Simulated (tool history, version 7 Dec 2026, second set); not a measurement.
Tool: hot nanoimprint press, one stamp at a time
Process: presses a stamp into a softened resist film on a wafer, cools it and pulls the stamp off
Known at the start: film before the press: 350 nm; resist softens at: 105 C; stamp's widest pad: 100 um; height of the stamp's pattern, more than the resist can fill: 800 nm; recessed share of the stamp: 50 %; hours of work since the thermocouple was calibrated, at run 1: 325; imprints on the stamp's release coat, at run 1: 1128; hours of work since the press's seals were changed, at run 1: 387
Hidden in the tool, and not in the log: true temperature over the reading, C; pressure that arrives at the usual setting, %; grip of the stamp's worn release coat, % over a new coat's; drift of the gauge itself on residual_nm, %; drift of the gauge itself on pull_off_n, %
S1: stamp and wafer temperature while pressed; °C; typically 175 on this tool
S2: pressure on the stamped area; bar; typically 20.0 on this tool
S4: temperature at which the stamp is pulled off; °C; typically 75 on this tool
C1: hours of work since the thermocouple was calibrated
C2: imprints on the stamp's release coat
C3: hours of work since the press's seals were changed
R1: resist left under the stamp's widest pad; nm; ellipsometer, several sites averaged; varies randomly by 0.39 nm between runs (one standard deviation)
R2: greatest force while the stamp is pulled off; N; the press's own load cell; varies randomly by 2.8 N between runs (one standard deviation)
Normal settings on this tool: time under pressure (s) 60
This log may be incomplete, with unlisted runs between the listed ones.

run 1 hour=0.0 | S1=175 S2=20.0 time_under_pressure_(s)=60 S4=75 | C1=325 C2=1128 C3=387 | R1=135.4 R2=134
run 2 hour=45.0 | S1=175 S2=20.0 time_under_pressure_(s)=60 S4=75 | C1=350 C2=1238 C3=412 | R1=135.3 R2=133
run 3 hour=79.5 | S1=175 S2=20.0 time_under_pressure_(s)=60 S4=75 | C1=369 C2=1322 C3=431 | R1=135.4 R2=135
run 4 hour=134.2 | S1=175 S2=20.0 time_under_pressure_(s)=60 S4=75 | C1=399 C2=1456 C3=461 | R1=135.8 R2=131
run 5 hour=193.2 | S1=175 S2=20.0 time_under_pressure_(s)=60 S4=75 | C1=432 C2=1601 C3=494 | R1=135.0 R2=134
run 6 hour=238.9 | S1=175 S2=20.0 time_under_pressure_(s)=60 S4=75 | C1=458 C2=1713 C3=520 | R1=135.6 R2=132
-- hour=268.2 plate thermocouple calibrated
run 7 hour=299.1 | S1=175 S2=20.0 time_under_pressure_(s)=60 S4=75 | C1=17 C2=1853 C3=552 | R1=135.3 R2=136
run 8 hour=358.0 | S1=175 S2=20.0 time_under_pressure_(s)=60 S4=75 | C1=50 C2=1997 C3=584 | R1=135.3 R2=135
run 9 hour=384.5 | S1=175 S2=27.4 time_under_pressure_(s)=84 S4=75 | C1=65 C2=2062 C3=599 | R1=101.0 R2=130
run 10 hour=433.7 | S1=175 S2=27.4 time_under_pressure_(s)=84 S4=75 | C1=92 C2=2182 C3=627 | R1=100.4 R2=135
run 11 hour=463.2 | S1=175 S2=27.4 time_under_pressure_(s)=84 S4=75 | C1=109 C2=2254 C3=643 | R1=100.8 R2=133
-- hour=495.0 stamp cleaned and given a new release coat
run 12 hour=517.1 | S1=175 S2=27.4 time_under_pressure_(s)=84 S4=75 | C1=135 C2=55 C3=670 | R1=101.1 R2=133

What if the next run were any one of these 5? Each begins from the tool's condition after run 12:
run A hour=558.3 | S1=175 S2=23.2 time_under_pressure_(s)=60 S4=64 | C1=158 C2=155 C3=693 | R1=? R2=?
run B hour=558.3 | S1=175 S2=20.0 time_under_pressure_(s)=90 S4=63 | C1=158 C2=155 C3=693 | R1=? R2=?
run C hour=558.3 | S1=172 S2=21.9 time_under_pressure_(s)=69 S4=75 | C1=158 C2=155 C3=693 | R1=? R2=?
run D hour=558.3 | S1=163 S2=20.0 time_under_pressure_(s)=60 S4=77 | C1=158 C2=155 C3=693 | R1=? R2=?
run E hour=558.3 | S1=175 S2=23.8 time_under_pressure_(s)=84 S4=75 | C1=158 C2=155 C3=693 | R1=? R2=?

run=A R1=126.0 R2=148
run=B R1=117.2 R2=147
run=C R1=141.1 R2=135
run=D R1=228.4 R2=127
run=E R1=109.0 R2=134
With no hidden state in the tool, these same runs would have given:
run=A R1=125.1 R2=148
run=B R1=116.4 R2=147
run=C R1=140.1 R2=135
run=D R1=226.8 R2=127
run=E R1=108.2 R2=134
